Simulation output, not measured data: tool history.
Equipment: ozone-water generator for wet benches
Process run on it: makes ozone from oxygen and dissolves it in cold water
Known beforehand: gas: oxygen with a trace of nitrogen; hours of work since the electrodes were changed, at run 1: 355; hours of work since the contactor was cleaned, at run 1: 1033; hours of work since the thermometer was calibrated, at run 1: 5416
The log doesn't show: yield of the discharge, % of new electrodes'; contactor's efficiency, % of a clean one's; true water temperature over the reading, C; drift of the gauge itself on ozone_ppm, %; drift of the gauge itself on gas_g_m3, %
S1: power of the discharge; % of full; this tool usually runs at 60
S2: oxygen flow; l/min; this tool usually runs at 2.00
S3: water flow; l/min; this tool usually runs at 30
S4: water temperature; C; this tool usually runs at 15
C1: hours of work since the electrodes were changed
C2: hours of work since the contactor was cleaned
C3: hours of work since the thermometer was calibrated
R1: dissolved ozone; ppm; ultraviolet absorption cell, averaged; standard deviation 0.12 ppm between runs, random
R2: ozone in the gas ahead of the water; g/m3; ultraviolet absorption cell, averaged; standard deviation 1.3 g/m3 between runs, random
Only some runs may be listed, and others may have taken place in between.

{"run": 1, "hour": 0.0, "S1": 60, "S2": 2.0, "S3": 30, "S4": 15, "C1": 355, "C2": 1033, "C3": 5416, "R1": 10.4, "R2": 233.8}
{"run": 2, "hour": 39.0, "S1": 60, "S2": 2.0, "S3": 30, "S4": 15, "C1": 383, "C2": 1061, "C3": 5444, "R1": 10.5, "R2": 233.7}
{"run": 3, "hour": 74.0, "S1": 60, "S2": 2.0, "S3": 30, "S4": 15, "C1": 409, "C2": 1087, "C3": 5470, "R1": 10.4, "R2": 236.5}
{"run": 4, "hour": 149.4, "S1": 60, "S2": 2.0, "S3": 30, "S4": 15, "C1": 464, "C2": 1142, "C3": 5525, "R1": 10.5, "R2": 233.7}
{"run": 5, "hour": 214.4, "S1": 60, "S2": 2.0, "S3": 30, "S4": 15, "C1": 512, "C2": 1189, "C3": 5572, "R1": 10.1, "R2": 235.8}
{"run": 6, "hour": 298.0, "S1": 47, "S2": 2.0, "S3": 30, "S4": 15, "C1": 573, "C2": 1250, "C3": 5633, "R1": 8.9, "R2": 201.8}
{"run": 7, "hour": 375.6, "S1": 47, "S2": 2.0, "S3": 30, "S4": 15, "C1": 629, "C2": 1307, "C3": 5690, "R1": 8.9, "R2": 202.2}
{"run": 8, "hour": 422.9, "S1": 47, "S2": 2.0, "S3": 30, "S4": 15, "C1": 664, "C2": 1342, "C3": 5725, "R1": 9.0, "R2": 200.5}
{"run": 9, "hour": 499.4, "S1": 47, "S2": 2.0, "S3": 30, "S4": 18, "C1": 720, "C2": 1397, "C3": 5781, "R1": 8.8, "R2": 201.3}
{"run": 10, "hour": 568.5, "S1": 47, "S2": 2.0, "S3": 30, "S4": 18, "C1": 770, "C2": 1448, "C3": 5831, "R1": 8.7, "R2": 199.9}
{"hour": 578.3, "done": "water thermometer calibrated"}
{"run": 11, "hour": 619.8, "S1": 60, "S2": 2.0, "S3": 30, "S4": 15, "C1": 807, "C2": 1485, "C3": 30, "R1": 10.1, "R2": 232.2}
{"run": 12, "hour": 689.0, "S1": 60, "S2": 2.0, "S3": 30, "S4": 17, "C1": 858, "C2": 1536, "C3": 81, "R1": 10.0, "R2": 233.5}
{"run": 13, "hour": 725.6, "S1": 97, "S2": 2.0, "S3": 30, "S4": 17, "C1": 885, "C2": 1562, "C3": 108, "R1": 13.6, "R2": 308.5}
{"run": 14, "hour": 773.7, "S1": 97, "S2": 2.0, "S3": 30, "S4": 17, "C1": 920, "C2": 1597, "C3": 143, "R1": 13.6, "R2": 310.3}
{"hour": 779.0, "done": "water thermometer calibrated, once more"}
{"run": 15, "hour": 834.7, "S1": 60, "S2": 2.0, "S3": 30, "S4": 20, "C1": 964, "C2": 1642, "C3": 41, "R1": 10.1, "R2": 232.2}
{"run": 16, "hour": 898.6, "S1": 87, "S2": 2.0, "S3": 30, "S4": 15, "C1": 1011, "C2": 1688, "C3": 87, "R1": 12.8, "R2": 285.8}
{"run": 17, "hour": 946.5, "S1": 87, "S2": 2.0, "S3": 30, "S4": 15, "C1": 1046, "C2": 1723, "C3": 122, "R1": 12.7, "R2": 292.7}
{"run": 18, "hour": 1000.9, "S1": 60, "S2": 1.06, "S3": 31, "S4": 13, "C1": 1086, "C2": 1763, "C3": 162, "R1": 8.5, "R2": 344.0}
{"run": 19, "hour": 1072.6, "S1": 44, "S2": 2.0, "S3": 30, "S4": 15, "C1": 1138, "C2": 1815, "C3": 214, "R1": 8.4, "R2": 195.6}
{"run": 20, "hour": 1114.3, "S1": 86, "S2": 1.19, "S3": 30, "S4": 14, "C1": 1168, "C2": 1846, "C3": 245, "R1": 11.1, "R2": 394.6}
{"run": 21, "hour": 1151.6, "S1": 96, "S2": 1.71, "S3": 30, "S4": 15, "C1": 1196, "C2": 1873, "C3": 272, "R1": 13.0, "R2": 334.0}
{"run": 22, "hour": 1188.3, "S1": 54, "S2": 2.48, "S3": 21, "S4": 15, "C1": 1222, "C2": 1900, "C3": 299, "R1": 14.7, "R2": 189.8}
{"run": 23, "hour": 1232.9, "S1": 60, "S2": 2.0, "S3": 30, "S4": 15, "C1": 1255, "C2": 1933, "C3": 332, "R1": 10.1, "R2": 229.4}
{"run": 24, "hour": 1310.9, "S1": 60, "S2": 2.0, "S3": 30, "S4": 15, "C1": 1312, "C2": 1990, "C3": 389, "R1": 10.4, "R2": 231.8}
{"run": 25, "hour": 1379.0, "S1": 60, "S2": 3.37, "S3": 44, "S4": 15, "C1": 1362, "C2": 2039, "C3": 438, "R1": 7.1, "R2": 167.0}
{"run": 26, "hour": 1451.7, "S1": 74, "S2": 2.0, "S3": 30, "S4": 15, "C1": 1415, "C2": 2092, "C3": 491, "R1": 11.5, "R2": 260.2}
{"run": 27, "hour": 1495.5, "S1": 60, "S2": 2.28, "S3": 19, "S4": 12, "C1": 1447, "C2": 2125, "C3": 524, "R1": 17.2, "R2": 211.9}
{"run": 28, "hour": 1542.9, "S1": 63, "S2": 2.0, "S3": 30, "S4": 13, "C1": 1482, "C2": 2159, "C3": 558, "R1": 10.6, "R2": 237.6}
{"run": 29, "hour": 1606.9, "S1": 72, "S2": 2.77, "S3": 37, "S4": 8, "C1": 1528, "C2": 2206, "C3": 605, "R1": 9.6, "R2": 210.3}
{"run": 30, "hour": 1659.3, "S1": 72, "S2": 2.77, "S3": 37, "S4": 8, "C1": 1567, "C2": 2244, "C3": 643, "R1": 9.9, "R2": 209.4}
{"run": 31, "hour": 1713.4, "S1": 42, "S2": 1.38, "S3": 19, "S4": 15, "C1": 1606, "C2": 2284, "C3": 683, "R1": 12.8, "R2": 234.8}
{"run": 32, "hour": 1764.2, "S1": 100, "S2": 1.61, "S3": 30, "S4": 15, "C1": 1643, "C2": 2321, "C3": 720, "R1": 13.0, "R2": 355.9}

Branching from run 32: 5 alternative next runs. What would each branch give?
{"run": "A", "hour": 1830.7, "S1": 67, "S2": 1.61, "S3": 30, "S4": 15, "C1": 1692, "C2": 2369, "C3": 768, "R1": "?", "R2": "?"}
{"run": "B", "hour": 1830.7, "S1": 100, "S2": 1.61, "S3": 30, "S4": 12, "C1": 1692, "C2": 2369, "C3": 768, "R1": "?", "R2": "?"}
{"run": "C", "hour": 1830.7, "S1": 100, "S2": 2.27, "S3": 30, "S4": 15, "C1": 1692, "C2": 2369, "C3": 768, "R1": "?", "R2": "?"}
{"run": "D", "hour": 1830.7, "S1": 83, "S2": 1.61, "S3": 30, "S4": 15, "C1": 1692, "C2": 2369, "C3": 768, "R1": "?", "R2": "?"}
{"run": "E", "hour": 1830.7, "S1": 60, "S2": 2.0, "S3": 33, "S4": 15, "C1": 1692, "C2": 2369, "C3": 768, "R1": "?", "R2": "?"}

run=A R1=10.2 R2=280.2
run=B R1=12.9 R2=354.5
run=C R1=14.1 R2=290.6
run=D R1=11.6 R2=317.6
run=E R1=9.0 R2=230.7
With the hidden condition removed and each run's random variation left untouched, the same runs would have given:
run=A R1=10.6 R2=285.1
run=B R1=13.5 R2=362.2
run=C R1=14.7 R2=296.9
run=D R1=12.1 R2=323.8
run=E R1=9.4 R2=234.5
